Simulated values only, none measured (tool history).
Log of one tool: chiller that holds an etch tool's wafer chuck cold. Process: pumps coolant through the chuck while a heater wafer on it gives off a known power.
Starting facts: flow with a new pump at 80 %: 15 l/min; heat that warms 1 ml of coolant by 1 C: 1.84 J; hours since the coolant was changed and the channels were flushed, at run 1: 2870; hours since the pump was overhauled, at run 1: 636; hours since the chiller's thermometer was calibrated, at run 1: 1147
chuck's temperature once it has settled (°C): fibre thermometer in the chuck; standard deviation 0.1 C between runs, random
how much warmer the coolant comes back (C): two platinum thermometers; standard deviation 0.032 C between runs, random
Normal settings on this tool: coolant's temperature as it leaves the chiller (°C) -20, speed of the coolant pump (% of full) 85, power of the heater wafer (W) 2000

run   hour  coolant's temperature as it leaves the chiller (°C)  speed of the coolant pump (% of full)  power of the heater wafer (W)  hours since the coolant was changed and the channels were flushed  hours since the pump was overhauled  hours since the chiller's thermometer was calibrated  chuck's temperature once it has settled (°C)  how much warmer the coolant comes back (C)
  1    0.0                                                  -20                                     85                           2000                                                               2870                                  636                                                  1147                                          -5.9                                        4.12
  2   19.9                                                  -20                                     85                           2000                                                               2890                                  656                                                  1167                                          -5.7                                        4.14
  3   36.3                                                  -20                                     85                           2000                                                               2907                                  672                                                  1183                                          -5.7                                        4.13
  4   57.1                                                  -20                                     90                           2000                                                               2927                                  693                                                  1204                                          -6.4                                        3.90
  5   76.7                                                  -20                                     85                           2000                                                               2947                                  713                                                  1224                                          -5.8                                        4.15
  6   93.3                                                  -20                                     85                           2000                                                               2963                                  729                                                  1240                                          -5.8                                        4.15
  7  112.0                                                  -20                                     85                           2000                                                               2982                                  748                                                  1259                                          -5.6                                        4.22
  8  131.5                                                  -20                                     85                           2000                                                               3002                                  767                                                  1279                                          -5.7                                        4.22
  9  154.8                                                  -21                                     85                           2000                                                               3025                                  791                                                  1302                                          -6.6                                        4.20
 10  174.5                                                  -20                                     85                           2834                                                               3045                                  810                                                  1322                                           0.2                                        5.96
 11  190.6                                                  -20                                     85                           2834                                                               3061                                  826                                                  1338                                           0.1                                        5.92
 12  211.1                                                  -20                                     77                           2000                                                               3081                                  847                                                  1358                                          -4.6                                        4.62
 13  244.9                                                  -28                                     85                           2000                                                               3115                                  881                                                  1392                                         -13.7                                        4.17
 14  261.0                                                  -18                                     69                           1458                                                               3131                                  897                                                  1408                                          -5.9                                        3.75
 15  282.1                                                  -18                                     69                           1458                                                               3152                                  918                                                  1429                                          -5.9                                        3.82
 16  300.7                                                  -18                                     69                           1458                                                               3171                                  937                                                  1448                                          -5.9                                        3.82
 17  321.7                                                  -20                                     79                           1934                                                               3192                                  958                                                  1469                                          -5.3                                        4.41
 18  337.9                                                  -20                                     79                           1934                                                               3208                                  974                                                  1485                                          -5.2                                        4.32
 19  358.8                                                  -20                                     79                           1934                                                               3229                                  995                                                  1506                                          -5.4                                        4.35

Alternative continuations, all from the tool just after run 19; predict every row:
  A  389.7                                                  -30                                     88                           2338                                                               3260                                 1026                                                  1537                                             ?                                           ?
  B  389.7                                                  -20                                     76                           2000                                                               3260                                 1026                                                  1537                                             ?                                           ?
  C  389.7                                                  -20                                     79                           1854                                                               3260                                 1026                                                  1537                                             ?                                           ?
  D  389.7                                                  -21                                     68                           1323                                                               3260                                 1026                                                  1537                                             ?                                           ?

run  chuck's temperature once it has settled (°C)  how much warmer the coolant comes back (C)
  A                                         -13.2                                        4.72
  B                                          -4.5                                        4.73
  C                                          -5.8                                        4.19
  D                                          -9.7                                        3.48
Without the tool's hidden state the same runs would have given:
run  chuck's temperature once it has settled (°C)  how much warmer the coolant comes back (C)
  A                                         -15.6                                        4.58
  B                                          -6.8                                        4.59
  C                                          -7.8                                        4.06
  D                                         -11.4                                        3.37
